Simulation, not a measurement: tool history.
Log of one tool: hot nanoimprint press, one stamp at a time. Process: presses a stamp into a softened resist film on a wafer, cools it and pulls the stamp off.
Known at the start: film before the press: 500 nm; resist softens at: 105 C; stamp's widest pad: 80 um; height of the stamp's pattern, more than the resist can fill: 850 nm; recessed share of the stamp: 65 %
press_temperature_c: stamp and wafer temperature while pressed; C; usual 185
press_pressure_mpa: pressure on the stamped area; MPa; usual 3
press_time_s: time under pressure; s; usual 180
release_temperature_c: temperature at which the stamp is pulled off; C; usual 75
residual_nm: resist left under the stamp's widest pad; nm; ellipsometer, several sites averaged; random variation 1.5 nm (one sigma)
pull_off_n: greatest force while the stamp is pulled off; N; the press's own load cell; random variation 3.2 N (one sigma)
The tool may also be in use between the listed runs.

run   hour  press_temperature_c  press_pressure_mpa  press_time_s  release_temperature_c  residual_nm  pull_off_n
  1      0                  185                   3           180                     75          244         170
  2   13.7                  185                   3           180                     77        242.3         160
  3   28.6                  185                   3           180                     77        244.1         164
      52.1  -- stamp cleaned and given a new release coat
  4   56.1                  185                   3           180                     77        245.9         149
  5   76.2                  185                3.59           180                     75        228.8         156
  6     98                  185                1.83           180                     75        294.3         159
  7  115.2                  185                1.83           180                     75        295.4         158
  8    125                  185                1.83           180                     75        296.1         157
  9  135.4                  185                1.83           180                     75        289.1         161
 10  152.4                  185                1.83           180                     75        293.3         160
 11  168.4                  181                   3           111                     75        317.7         159
 12  183.8                  185                   3           188                     62        241.2         223
 13  207.6                  185                3.96           131                     75        250.6         158
 14  229.4                  179                4.27           114                     82          299         129
 15  251.8                  188                   3           180                     75        227.9         161

Run 16 comes next. What will it give?
 16  263.2                  174                   3           180                     75            ?           ?

Run 16 gave residual_nm 327.9 nm, pull_off_n 166 N.
Without the tool's hidden state the same run would have given residual_nm 322 nm, pull_off_n 155 N.
